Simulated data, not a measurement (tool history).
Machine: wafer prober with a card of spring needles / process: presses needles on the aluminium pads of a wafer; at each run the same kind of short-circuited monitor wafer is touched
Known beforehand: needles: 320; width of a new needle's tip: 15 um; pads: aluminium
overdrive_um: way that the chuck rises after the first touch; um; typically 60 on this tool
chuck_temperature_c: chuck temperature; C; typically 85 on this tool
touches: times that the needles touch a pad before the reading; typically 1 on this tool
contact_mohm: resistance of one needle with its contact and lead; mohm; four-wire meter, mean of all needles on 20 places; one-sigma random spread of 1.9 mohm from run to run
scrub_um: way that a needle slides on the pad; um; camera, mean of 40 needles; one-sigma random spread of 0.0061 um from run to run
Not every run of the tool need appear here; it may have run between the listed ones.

{"run": 1, "hour": 0.0, "overdrive_um": 60, "chuck_temperature_c": 85, "touches": 1, "contact_mohm": 327, "scrub_um": 9.342}
{"hour": 3.1, "done": "tips cleaned on abrasive film"}
{"run": 2, "hour": 15.5, "overdrive_um": 60, "chuck_temperature_c": 85, "touches": 1, "contact_mohm": 313, "scrub_um": 9.328}
{"hour": 26.4, "done": "tips cleaned on abrasive film"}
{"run": 3, "hour": 31.0, "overdrive_um": 60, "chuck_temperature_c": 85, "touches": 1, "contact_mohm": 267, "scrub_um": 9.317}
{"run": 4, "hour": 43.8, "overdrive_um": 75, "chuck_temperature_c": 85, "touches": 1, "contact_mohm": 287, "scrub_um": 11.66}
{"hour": 49.9, "done": "tips cleaned on abrasive film"}
{"run": 5, "hour": 62.9, "overdrive_um": 60, "chuck_temperature_c": 85, "touches": 1, "contact_mohm": 321, "scrub_um": 9.298}
{"hour": 73.1, "done": "tips cleaned on abrasive film"}
{"run": 6, "hour": 82.0, "overdrive_um": 60, "chuck_temperature_c": 85, "touches": 1, "contact_mohm": 302, "scrub_um": 9.285}
{"hour": 96.4, "done": "tips cleaned on abrasive film"}
{"run": 7, "hour": 103.9, "overdrive_um": 60, "chuck_temperature_c": 85, "touches": 1, "contact_mohm": 299, "scrub_um": 9.278}
{"hour": 119.5, "done": "tips cleaned on abrasive film"}
{"run": 8, "hour": 120.2, "overdrive_um": 60, "chuck_temperature_c": 115, "touches": 1, "contact_mohm": 235, "scrub_um": 9.255}
{"run": 9, "hour": 134.4, "overdrive_um": 60, "chuck_temperature_c": 85, "touches": 1, "contact_mohm": 324, "scrub_um": 9.257}
{"hour": 143.5, "done": "tips cleaned on abrasive film"}
{"run": 10, "hour": 149.1, "overdrive_um": 60, "chuck_temperature_c": 85, "touches": 1, "contact_mohm": 291, "scrub_um": 9.253}
{"run": 11, "hour": 163.7, "overdrive_um": 60, "chuck_temperature_c": 85, "touches": 1, "contact_mohm": 336, "scrub_um": 9.243}
{"hour": 166.8, "done": "tips cleaned on abrasive film"}
{"run": 12, "hour": 176.0, "overdrive_um": 60, "chuck_temperature_c": 85, "touches": 1, "contact_mohm": 309, "scrub_um": 9.241}
{"run": 13, "hour": 186.6, "overdrive_um": 60, "chuck_temperature_c": 85, "touches": 1, "contact_mohm": 335, "scrub_um": 9.247}
{"hour": 189.9, "done": "tips cleaned on abrasive film"}
{"hour": 198.7, "done": "height of the first contact set anew"}
{"run": 14, "hour": 199.9, "overdrive_um": 60, "chuck_temperature_c": 85, "touches": 1, "contact_mohm": 306, "scrub_um": 9.186}
{"hour": 213.2, "done": "tips cleaned on abrasive film"}
{"run": 15, "hour": 214.8, "overdrive_um": 60, "chuck_temperature_c": 85, "touches": 1, "contact_mohm": 245, "scrub_um": 9.177}
{"run": 16, "hour": 226.3, "overdrive_um": 60, "chuck_temperature_c": 85, "touches": 2, "contact_mohm": 278, "scrub_um": 9.18}
{"hour": 236.7, "done": "tips cleaned on abrasive film"}
{"run": 17, "hour": 243.9, "overdrive_um": 73, "chuck_temperature_c": 103, "touches": 1, "contact_mohm": 269, "scrub_um": 11.207}
{"hour": 250.2, "done": "height of the first contact set anew, once more"}
{"hour": 260.1, "done": "tips cleaned on abrasive film"}
{"run": 18, "hour": 262.5, "overdrive_um": 66, "chuck_temperature_c": 85, "touches": 2, "contact_mohm": 226, "scrub_um": 10.287}
{"run": 19, "hour": 275.1, "overdrive_um": 66, "chuck_temperature_c": 85, "touches": 2, "contact_mohm": 267, "scrub_um": 10.29}
{"hour": 282.9, "done": "tips cleaned on abrasive film"}
{"run": 20, "hour": 289.6, "overdrive_um": 66, "chuck_temperature_c": 26, "touches": 2, "contact_mohm": 241, "scrub_um": 10.272}
{"hour": 305.8, "done": "tips cleaned on abrasive film"}
{"run": 21, "hour": 305.8, "overdrive_um": 66, "chuck_temperature_c": 26, "touches": 2, "contact_mohm": 198, "scrub_um": 10.271}
{"run": 22, "hour": 318.0, "overdrive_um": 66, "chuck_temperature_c": 26, "touches": 2, "contact_mohm": 257, "scrub_um": 10.267}
{"hour": 329.4, "done": "tips cleaned on abrasive film"}
{"run": 23, "hour": 333.7, "overdrive_um": 41, "chuck_temperature_c": 51, "touches": 3, "contact_mohm": 259, "scrub_um": 6.342}
{"run": 24, "hour": 346.7, "overdrive_um": 67, "chuck_temperature_c": 71, "touches": 1, "contact_mohm": 308, "scrub_um": 10.41}
{"hour": 352.5, "done": "tips cleaned on abrasive film"}
{"run": 25, "hour": 358.7, "overdrive_um": 48, "chuck_temperature_c": 71, "touches": 1, "contact_mohm": 339, "scrub_um": 7.422}
{"run": 26, "hour": 371.2, "overdrive_um": 48, "chuck_temperature_c": 71, "touches": 1, "contact_mohm": 402, "scrub_um": 7.422}
{"hour": 376.7, "done": "tips cleaned on abrasive film"}
{"run": 27, "hour": 382.7, "overdrive_um": 59, "chuck_temperature_c": 85, "touches": 2, "contact_mohm": 265, "scrub_um": 9.131}
{"run": 28, "hour": 393.1, "overdrive_um": 59, "chuck_temperature_c": 85, "touches": 2, "contact_mohm": 286, "scrub_um": 9.132}
{"hour": 400.1, "done": "tips cleaned on abrasive film"}
{"run": 29, "hour": 404.5, "overdrive_um": 55, "chuck_temperature_c": 54, "touches": 2, "contact_mohm": 257, "scrub_um": 8.499}

Pick out some run-to-run changes in contact_mohm. Of each, how much would a tool without hidden state show as well, from the settings, what came in and chance, and how much is left for the hidden state and any gauge scatter not in both results compared?
What the log doesn't record here: debris on the tips, nm; way that the needles fall short of the set height, um; tips' diameter, um; drift of the gauge itself on contact_mohm, %; drift of the gauge itself on scrub_um, %.
Run 8 -> 9: chuck_temperature_c 115 -> 85. contact_mohm +89 mohm: hidden state +100, all else -11.
Run 26 -> 27: overdrive_um 48 -> 59, chuck_temperature_c 71 -> 85, touches 1 -> 2, tips cleaned on abrasive film. contact_mohm -137 mohm: hidden state -140, all else +3.

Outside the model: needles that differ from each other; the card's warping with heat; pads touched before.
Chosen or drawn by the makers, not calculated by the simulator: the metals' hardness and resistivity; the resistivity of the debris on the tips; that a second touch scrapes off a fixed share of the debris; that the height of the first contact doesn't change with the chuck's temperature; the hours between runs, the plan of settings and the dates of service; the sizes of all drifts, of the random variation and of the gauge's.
